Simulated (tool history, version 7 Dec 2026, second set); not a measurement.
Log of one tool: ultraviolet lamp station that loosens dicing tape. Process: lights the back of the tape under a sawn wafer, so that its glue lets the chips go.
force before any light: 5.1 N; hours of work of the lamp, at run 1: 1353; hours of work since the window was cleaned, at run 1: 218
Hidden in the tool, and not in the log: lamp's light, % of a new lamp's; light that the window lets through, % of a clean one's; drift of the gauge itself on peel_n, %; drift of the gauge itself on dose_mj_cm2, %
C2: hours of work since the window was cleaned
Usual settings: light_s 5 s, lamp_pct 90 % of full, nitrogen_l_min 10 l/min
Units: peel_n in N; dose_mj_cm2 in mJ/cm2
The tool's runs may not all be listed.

run 1 hour=0 | light_s=5 lamp_pct=90 nitrogen_l_min=10 | hours_of_work_of_the_lamp=1353 C2=218 | peel_n=0.596 dose_mj_cm2=337
-- hour=31.4 lamp changed
run 2 hour=85.1 | light_s=5 lamp_pct=90 nitrogen_l_min=10 | hours_of_work_of_the_lamp=31 C2=267 | peel_n=0.244 dose_mj_cm2=551
run 3 hour=164 | light_s=5 lamp_pct=77 nitrogen_l_min=10 | hours_of_work_of_the_lamp=77 C2=312 | peel_n=0.355 dose_mj_cm2=461
run 4 hour=220.1 | light_s=5 lamp_pct=72 nitrogen_l_min=10 | hours_of_work_of_the_lamp=109 C2=345 | peel_n=0.42 dose_mj_cm2=419
run 5 hour=274.5 | light_s=5 lamp_pct=72 nitrogen_l_min=10 | hours_of_work_of_the_lamp=141 C2=376 | peel_n=0.43 dose_mj_cm2=411
run 6 hour=333.2 | light_s=5 lamp_pct=72 nitrogen_l_min=10 | hours_of_work_of_the_lamp=175 C2=410 | peel_n=0.434 dose_mj_cm2=409
run 7 hour=383 | light_s=5 lamp_pct=72 nitrogen_l_min=10 | hours_of_work_of_the_lamp=204 C2=439 | peel_n=0.468 dose_mj_cm2=398
run 8 hour=467.9 | light_s=5 lamp_pct=72 nitrogen_l_min=10 | hours_of_work_of_the_lamp=253 C2=488 | peel_n=0.472 dose_mj_cm2=385
-- hour=485.8 window cleaned of glue's vapour
run 9 hour=550.9 | light_s=5 lamp_pct=72 nitrogen_l_min=10 | hours_of_work_of_the_lamp=301 C2=38 | peel_n=0.612 dose_mj_cm2=344
run 10 hour=588.2 | light_s=5 lamp_pct=72 nitrogen_l_min=10 | hours_of_work_of_the_lamp=322 C2=59 | peel_n=0.636 dose_mj_cm2=338
run 11 hour=658.1 | light_s=5 lamp_pct=72 nitrogen_l_min=10 | hours_of_work_of_the_lamp=363 C2=100 | peel_n=0.683 dose_mj_cm2=322
-- hour=679.1 window cleaned of glue's vapour, once more
run 12 hour=717.8 | light_s=5 lamp_pct=72 nitrogen_l_min=10 | hours_of_work_of_the_lamp=397 C2=22 | peel_n=0.406 dose_mj_cm2=434
run 13 hour=798.1 | light_s=6 lamp_pct=72 nitrogen_l_min=10 | hours_of_work_of_the_lamp=444 C2=69 | peel_n=0.307 dose_mj_cm2=495
run 14 hour=864.2 | light_s=6 lamp_pct=72 nitrogen_l_min=10 | hours_of_work_of_the_lamp=482 C2=107 | peel_n=0.324 dose_mj_cm2=482
run 15 hour=950.5 | light_s=6 lamp_pct=72 nitrogen_l_min=10 | hours_of_work_of_the_lamp=532 C2=157 | peel_n=0.329 dose_mj_cm2=474
run 16 hour=1033.7 | light_s=6 lamp_pct=72 nitrogen_l_min=10 | hours_of_work_of_the_lamp=580 C2=206 | peel_n=0.345 dose_mj_cm2=451
run 17 hour=1076 | light_s=6 lamp_pct=72 nitrogen_l_min=10 | hours_of_work_of_the_lamp=605 C2=230 | peel_n=0.355 dose_mj_cm2=447
run 18 hour=1150.4 | light_s=6 lamp_pct=72 nitrogen_l_min=10 | hours_of_work_of_the_lamp=648 C2=273 | peel_n=0.384 dose_mj_cm2=430
run 19 hour=1220.8 | light_s=6 lamp_pct=72 nitrogen_l_min=6 | hours_of_work_of_the_lamp=689 C2=314 | peel_n=0.51 dose_mj_cm2=423
run 20 hour=1262.5 | light_s=6 lamp_pct=72 nitrogen_l_min=6 | hours_of_work_of_the_lamp=713 C2=338 | peel_n=0.529 dose_mj_cm2=411
run 21 hour=1314.2 | light_s=6 lamp_pct=72 nitrogen_l_min=6 | hours_of_work_of_the_lamp=743 C2=368 | peel_n=0.528 dose_mj_cm2=406
run 22 hour=1381.8 | light_s=4 lamp_pct=72 nitrogen_l_min=8 | hours_of_work_of_the_lamp=782 C2=407 | peel_n=0.977 dose_mj_cm2=266
run 23 hour=1443.2 | light_s=5 lamp_pct=78 nitrogen_l_min=10 | hours_of_work_of_the_lamp=818 C2=443 | peel_n=0.596 dose_mj_cm2=341
run 24 hour=1496.9 | light_s=3 lamp_pct=76 nitrogen_l_min=12 | hours_of_work_of_the_lamp=849 C2=474 | peel_n=1.351 dose_mj_cm2=201
-- hour=1541.3 window cleaned of glue's vapour
run 25 hour=1555.7 | light_s=6 lamp_pct=76 nitrogen_l_min=8 | hours_of_work_of_the_lamp=883 C2=8 | peel_n=0.382 dose_mj_cm2=450
run 26 hour=1593.9 | light_s=2 lamp_pct=69 nitrogen_l_min=4 | hours_of_work_of_the_lamp=905 C2=30 | peel_n=2.503 dose_mj_cm2=131
run 27 hour=1664.3 | light_s=3 lamp_pct=74 nitrogen_l_min=10 | hours_of_work_of_the_lamp=946 C2=71 | peel_n=1.27 dose_mj_cm2=206
run 28 hour=1746.6 | light_s=5 lamp_pct=88 nitrogen_l_min=10 | hours_of_work_of_the_lamp=993 C2=119 | peel_n=0.436 dose_mj_cm2=407
run 29 hour=1810.5 | light_s=6 lamp_pct=88 nitrogen_l_min=7 | hours_of_work_of_the_lamp=1030 C2=156 | peel_n=0.392 dose_mj_cm2=475
run 30 hour=1880.9 | light_s=3 lamp_pct=90 nitrogen_l_min=10 | hours_of_work_of_the_lamp=1071 C2=197 | peel_n=1.081 dose_mj_cm2=231
run 31 hour=1966.5 | light_s=2 lamp_pct=71 nitrogen_l_min=19 | hours_of_work_of_the_lamp=1121 C2=246 | peel_n=2.128 dose_mj_cm2=119
run 32 hour=2005.5 | light_s=2 lamp_pct=71 nitrogen_l_min=19 | hours_of_work_of_the_lamp=1143 C2=269 | peel_n=2.187 dose_mj_cm2=117
run 33 hour=2042.4 | light_s=3 lamp_pct=78 nitrogen_l_min=19 | hours_of_work_of_the_lamp=1165 C2=290 | peel_n=1.292 dose_mj_cm2=194
run 34 hour=2103.6 | light_s=3 lamp_pct=78 nitrogen_l_min=19 | hours_of_work_of_the_lamp=1200 C2=326 | peel_n=1.354 dose_mj_cm2=186
run 35 hour=2177.2 | light_s=3 lamp_pct=68 nitrogen_l_min=17 | hours_of_work_of_the_lamp=1243 C2=369 | peel_n=1.621 dose_mj_cm2=157
run 36 hour=2263.3 | light_s=5 lamp_pct=90 nitrogen_l_min=4 | hours_of_work_of_the_lamp=1293 C2=418 | peel_n=0.923 dose_mj_cm2=326
run 37 hour=2342.1 | light_s=5 lamp_pct=90 nitrogen_l_min=10 | hours_of_work_of_the_lamp=1338 C2=464 | peel_n=0.686 dose_mj_cm2=321
-- hour=2398.2 lamp changed
-- hour=2404.5 window cleaned of glue's vapour
run 38 hour=2410.2 | light_s=4 lamp_pct=61 nitrogen_l_min=4 | hours_of_work_of_the_lamp=7 C2=3 | peel_n=0.935 dose_mj_cm2=328
run 39 hour=2486 | light_s=5 lamp_pct=90 nitrogen_l_min=3 | hours_of_work_of_the_lamp=51 C2=47 | peel_n=0.362 dose_mj_cm2=596
run 40 hour=2537.8 | light_s=5 lamp_pct=90 nitrogen_l_min=3 | hours_of_work_of_the_lamp=81 C2=77 | peel_n=0.373 dose_mj_cm2=578
run 41 hour=2588.8 | light_s=5 lamp_pct=93 nitrogen_l_min=10 | hours_of_work_of_the_lamp=110 C2=107 | peel_n=0.222 dose_mj_cm2=586
run 42 hour=2671.1 | light_s=2 lamp_pct=74 nitrogen_l_min=5 | hours_of_work_of_the_lamp=158 C2=155 | peel_n=1.876 dose_mj_cm2=183

Forecast each of these 4 alternatives for the next run:
run A hour=2714.3 | light_s=5 lamp_pct=90 nitrogen_l_min=4 | hours_of_work_of_the_lamp=183 C2=180 | peel_n=? dose_mj_cm2=?
run B hour=2714.3 | light_s=2 lamp_pct=90 nitrogen_l_min=19 | hours_of_work_of_the_lamp=183 C2=180 | peel_n=? dose_mj_cm2=?
run C hour=2714.3 | light_s=2 lamp_pct=69 nitrogen_l_min=7 | hours_of_work_of_the_lamp=183 C2=180 | peel_n=? dose_mj_cm2=?
run D hour=2714.3 | light_s=9 lamp_pct=77 nitrogen_l_min=10 | hours_of_work_of_the_lamp=183 C2=180 | peel_n=? dose_mj_cm2=?

run=A peel_n=0.364 dose_mj_cm2=543
run=B peel_n=1.029 dose_mj_cm2=216
run=C peel_n=1.83 dose_mj_cm2=168
run=D peel_n=0.16 dose_mj_cm2=837
Without the tool's hidden state the same runs would have given:
run=A peel_n=0.291 dose_mj_cm2=612
run=B peel_n=0.858 dose_mj_cm2=243
run=C peel_n=1.617 dose_mj_cm2=189
run=D peel_n=0.154 dose_mj_cm2=942
